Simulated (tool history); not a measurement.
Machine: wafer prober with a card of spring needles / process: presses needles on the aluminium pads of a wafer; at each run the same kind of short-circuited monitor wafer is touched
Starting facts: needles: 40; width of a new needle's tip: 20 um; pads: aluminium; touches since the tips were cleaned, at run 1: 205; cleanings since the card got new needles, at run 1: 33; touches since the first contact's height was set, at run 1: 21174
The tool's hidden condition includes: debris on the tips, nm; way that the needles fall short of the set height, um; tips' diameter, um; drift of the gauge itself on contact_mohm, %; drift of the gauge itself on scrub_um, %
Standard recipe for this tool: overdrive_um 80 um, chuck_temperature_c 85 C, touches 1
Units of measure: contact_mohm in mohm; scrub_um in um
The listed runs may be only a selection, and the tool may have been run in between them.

| run | day | overdrive_um | chuck_temperature_c | touches | touches since the tips were cleaned | cleanings since the card got new needles | touches since the first contact's height was set | contact_mohm | scrub_um |
|---|---|---|---|---|---|---|---|---|---|
| 1 | 0.000 | 80 | 85 | 1 | 205 | 33 | 21174 | 162 | 13.58 |
|  | 0.271 | tips cleaned on abrasive film |
| 2 | 0.342 | 80 | 85 | 1 | 569 | 34 | 23890 | 163 | 13.61 |
|  | 0.575 | tips cleaned on abrasive film |
| 3 | 0.771 | 80 | 85 | 1 | 1577 | 35 | 27321 | 164 | 13.58 |
|  | 0.883 | tips cleaned on abrasive film |
|  | 1.179 | tips cleaned on abrasive film |
| 4 | 1.304 | 80 | 32 | 1 | 1031 | 37 | 31591 | 155 | 13.59 |
|  | 1.475 | tips cleaned on abrasive film |
|  | 1.775 | tips cleaned on abrasive film |
| 5 | 1.792 | 80 | 32 | 1 | 139 | 39 | 35435 | 156 | 13.59 |
|  | 2.067 | tips cleaned on abrasive film |
| 6 | 2.112 | 84 | 85 | 1 | 379 | 40 | 38016 | 161 | 14.24 |
|  | 2.362 | tips cleaned on abrasive film |
| 7 | 2.571 | 80 | 85 | 1 | 1662 | 41 | 41660 | 163 | 13.54 |
|  | 2.671 | tips cleaned on abrasive film |
|  | 2.983 | tips cleaned on abrasive film |
| 8 | 2.983 | 80 | 85 | 1 | 0 | 43 | 44949 | 167 | 13.51 |
|  | 3.271 | tips cleaned on abrasive film |
| 9 | 3.538 | 80 | 85 | 1 | 2164 | 44 | 49399 | 165 | 13.53 |
|  | 3.596 | tips cleaned on abrasive film |
|  | 3.875 | tips cleaned on abrasive film |
| 10 | 4.117 | 80 | 85 | 1 | 1941 | 46 | 53987 | 164 | 13.50 |
|  | 4.154 | tips cleaned on abrasive film |
|  | 4.442 | tips cleaned on abrasive film |
| 11 | 4.550 | 80 | 85 | 1 | 852 | 48 | 57414 | 162 | 13.50 |
|  | 4.729 | tips cleaned on abrasive film |
| 12 | 4.983 | 80 | 85 | 1 | 2028 | 49 | 60885 | 166 | 13.49 |
|  | 5.046 | tips cleaned on abrasive film |
|  | 5.325 | tips cleaned on abrasive film |
|  | 5.396 | height of the first contact set anew |
| 13 | 5.562 | 80 | 85 | 2 | 1820 | 51 | 1348 | 165 | 13.48 |
|  | 5.642 | tips cleaned on abrasive film |
|  | 5.933 | tips cleaned on abrasive film |
| 14 | 6.150 | 80 | 85 | 2 | 1743 | 53 | 6000 | 161 | 13.49 |
|  | 6.229 | tips cleaned on abrasive film |
|  | 6.429 | gauge calibrated |
| 15 | 6.429 | 80 | 85 | 2 | 1605 | 54 | 8223 | 162 | 13.61 |
|  | 6.517 | tips cleaned on abrasive film |
| 16 | 6.742 | 80 | 111 | 3 | 1847 | 55 | 10741 | 171 | 13.62 |
|  | 6.825 | tips cleaned on abrasive film |
|  | 7.121 | tips cleaned on abrasive film |
| 17 | 7.275 | 80 | 85 | 3 | 1227 | 57 | 14953 | 163 | 13.56 |
|  | 7.408 | tips cleaned on abrasive film |
|  | 7.696 | tips cleaned on abrasive film |
| 18 | 7.883 | 95 | 85 | 1 | 1503 | 59 | 19812 | 164 | 16.13 |
|  | 7.996 | tips cleaned on abrasive film |
| 19 | 8.267 | 91 | 49 | 2 | 2196 | 60 | 22886 | 157 | 15.45 |
|  | 8.304 | tips cleaned on abrasive film |
|  | 8.629 | tips cleaned on abrasive film |
| 20 | 8.838 | 91 | 49 | 2 | 1704 | 62 | 27432 | 158 | 15.42 |
|  | 8.933 | tips cleaned on abrasive film |
|  | 9.221 | tips cleaned on abrasive film |
| 21 | 9.400 | 78 | 68 | 2 | 1440 | 64 | 31886 | 160 | 13.19 |
|  | 9.538 | tips cleaned on abrasive film |
|  | 9.833 | tips cleaned on abrasive film |
| 22 | 10.042 | 60 | 41 | 1 | 1689 | 66 | 37019 | 160 | 10.15 |
|  | 10.125 | tips cleaned on abrasive film |
|  | 10.404 | tips cleaned on abrasive film |
| 23 | 10.538 | 60 | 41 | 1 | 1063 | 68 | 40946 | 160 | 10.11 |
|  | 10.696 | tips cleaned on abrasive film |
| 24 | 10.833 | 76 | 59 | 1 | 1106 | 69 | 43322 | 161 | 12.80 |
|  | 10.988 | tips cleaned on abrasive film |
| 25 | 11.208 | 76 | 59 | 1 | 1766 | 70 | 46298 | 160 | 12.78 |
|  | 11.296 | tips cleaned on abrasive film |
| 26 | 11.533 | 98 | 59 | 1 | 1925 | 71 | 48911 | 158 | 16.52 |
|  | 11.596 | tips cleaned on abrasive film |
| 27 | 11.842 | 98 | 59 | 1 | 1970 | 72 | 51354 | 157 | 16.49 |
|  | 11.883 | tips cleaned on abrasive film |
|  | 12.200 | tips cleaned on abrasive film |
| 28 | 12.325 | 80 | 85 | 2 | 1009 | 74 | 55184 | 163 | 13.47 |
|  | 12.512 | tips cleaned on abrasive film |
|  | 12.817 | tips cleaned on abrasive film |
| 29 | 12.946 | 95 | 79 | 2 | 1045 | 76 | 60155 | 165 | 15.95 |
|  | 13.108 | tips cleaned on abrasive film |
|  | 13.388 | tips cleaned on abrasive film |
|  | 13.400 | height of the first contact set anew |
| 30 | 13.400 | 95 | 79 | 2 | 0 | 78 | 0 | 160 | 15.98 |

Below, some changes in scrub_um between adjacent runs. For each, the amount present without the hidden state too (settings, incoming material, random variation) and the amount remaining for the hidden state with gauge scatter not shared by both compared results:
Run 14 -> 15: tips cleaned on abrasive film, gauge calibrated. scrub_um +0.12 um: hidden state +0.14, all else -0.02.
Run 21 -> 22: overdrive_um 78 -> 60, chuck_temperature_c 68 -> 41, touches 2 -> 1, tips cleaned on abrasive film, tips cleaned on abrasive film. scrub_um -3.04 um: hidden state +0.01, all else -3.05.
Run 23 -> 24: overdrive_um 60 -> 76, chuck_temperature_c 41 -> 59, tips cleaned on abrasive film. scrub_um +2.69 um: hidden state -0.03, all else +2.72.
Run 25 -> 26: overdrive_um 76 -> 98, tips cleaned on abrasive film. scrub_um +3.74 um: hidden state -0.03, all else +3.77.
Run 27 -> 28: overdrive_um 98 -> 80, chuck_temperature_c 59 -> 85, touches 1 -> 2, tips cleaned on abrasive film, tips cleaned on abrasive film. scrub_um -3.02 um: hidden state +0.02, all else -3.04.
Run 28 -> 29: overdrive_um 80 -> 95, chuck_temperature_c 85 -> 79, tips cleaned on abrasive film, tips cleaned on abrasive film. scrub_um +2.48 um: hidden state -0.05, all else +2.53.
